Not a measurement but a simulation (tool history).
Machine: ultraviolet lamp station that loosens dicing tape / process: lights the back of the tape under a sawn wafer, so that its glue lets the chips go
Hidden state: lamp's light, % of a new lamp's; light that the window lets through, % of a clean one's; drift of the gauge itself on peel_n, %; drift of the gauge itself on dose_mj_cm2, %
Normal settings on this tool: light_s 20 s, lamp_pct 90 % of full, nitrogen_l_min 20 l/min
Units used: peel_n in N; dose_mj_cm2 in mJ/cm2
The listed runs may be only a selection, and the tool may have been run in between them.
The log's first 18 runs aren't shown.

run	day	light_s	lamp_pct	nitrogen_l_min	hours of work of the lamp	hours of work since the window was cleaned	peel_n	dose_mj_cm2
19	8.996	16	69	11	332	350	1.114	344
20	9.379	10	94	31	336	354	1.125	292
21	9.979	10	94	31	342	361	1.177	291
22	10.604	12	98	33	349	367	0.711	362
23	11.021	12	78	20	353	371	1.35	283
24	11.654	10	60	17	360	378	2.802	183
25	12.121	11	80	11	364	383	1.873	266
26	12.417	11	80	11	368	386	1.863	273
27	12.962	38	96	39	373	392	0.172	1104
28	13.421	22	62	14	378	397	0.71	407
29	13.917	20	90	13	383	402	0.395	545
30	14.408	17	90	20	388	407	0.461	460
31	14.954	17	90	20	394	413	0.465	463
32	15.421	38	95	20	399	418	0.177	1099
33	15.817	38	95	20	403	422	0.174	1096
34	16.442	38	95	20	410	428	0.166	1080

Alternative continuations, all from the tool just after run 34; predict every row:
A	16.988	26	67	20	416	434	?	?
B	16.988	13	74	8	416	434	?	?
C	16.988	20	90	18	416	434	?	?

run	peel_n	dose_mj_cm2
A	0.35	523
B	1.794	290
C	0.356	543
Take away the tool's hidden state, keep each run's random variation, and the runs would have read:
run	peel_n	dose_mj_cm2
A	0.255	618
B	1.336	342
C	0.262	641
